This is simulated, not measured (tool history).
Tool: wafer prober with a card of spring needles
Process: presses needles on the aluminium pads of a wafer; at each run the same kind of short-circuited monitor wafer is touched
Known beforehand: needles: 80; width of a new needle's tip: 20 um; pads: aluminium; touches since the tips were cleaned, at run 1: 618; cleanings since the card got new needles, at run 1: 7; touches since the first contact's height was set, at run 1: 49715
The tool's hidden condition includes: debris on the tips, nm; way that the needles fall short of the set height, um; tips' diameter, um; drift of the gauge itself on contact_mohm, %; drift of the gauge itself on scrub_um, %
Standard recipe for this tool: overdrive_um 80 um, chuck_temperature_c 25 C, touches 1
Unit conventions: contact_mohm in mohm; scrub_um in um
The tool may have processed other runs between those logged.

run	hour	overdrive_um	chuck_temperature_c	touches	touches since the tips were cleaned	cleanings since the card got new needles	touches since the first contact's height was set	contact_mohm	scrub_um
1	0	80	25	1	618	7	49715	189	11.05
2	9	80	25	1	3322	7	52419	218	11.07
3	16	80	25	3	5394	7	54491	196	11.06
# hour 19.7: tips cleaned on abrasive film
4	22.4	80	50	3	805	8	56372	179	11.06
5	27.6	80	50	3	2369	8	57936	187	11.09
6	37.1	80	60	3	5215	8	60782	202	11.03
# hour 42: tips cleaned on abrasive film
7	45.2	80	100	1	946	9	63161	204	11.08
8	55.5	80	100	1	4035	9	66250	239	11.02
# hour 63.6: tips cleaned on abrasive film
9	63.6	80	69	1	0	10	68641	191	11.03
10	72.4	80	69	1	2629	10	71270	215	11.01
11	78.2	80	69	1	4374	10	73015	235	11.02
# hour 85.3: tips cleaned on abrasive film
12	86.5	80	69	1	356	11	75455	189	11.05
13	93.5	80	69	1	2448	11	77547	218	11.02
14	100.1	80	115	1	4428	11	79527	242	10.99
# hour 107: tips cleaned on abrasive film
15	110.4	63	46	2	995	12	82558	203	8.65
16	116	80	30	1	2670	12	84233	218	10.99
17	125.5	80	30	1	5528	12	87091	241	11.02
# hour 128.7: tips cleaned on abrasive film
18	135.1	79	25	2	1930	13	89937	188	10.86
19	141.2	80	37	2	3753	13	91760	199	11.01
20	146.8	64	50	1	5431	13	93438	277	8.76
# hour 150.6: tips cleaned on abrasive film
21	156	64	50	1	1624	14	96147	226	8.77
22	161.1	68	73	1	3161	14	97684	249	9.33
23	168	68	73	1	5209	14	99732	270	9.32
# hour 172.6: tips cleaned on abrasive film
24	174.1	80	81	1	457	15	101533	193	10.98
25	179.3	80	47	1	2011	15	103087	210	10.97

Branching from run 25: 5 alternative next runs. What would each branch give?
A	188.9	80	25	1	4871	15	105947	?	?
B	188.9	96	47	1	4871	15	105947	?	?
C	188.9	85	94	2	4871	15	105947	?	?
D	188.9	80	37	2	4871	15	105947	?	?
E	188.9	66	47	2	4871	15	105947	?	?

run	contact_mohm	scrub_um
A	234	10.99
B	215	13.17
C	214	11.67
D	212	10.97
E	233	9.03
What these runs would have given with no unlogged condition in the tool:
run	contact_mohm	scrub_um
A	170	11.15
B	171	13.33
C	183	11.83
D	173	11.12
E	179	9.19
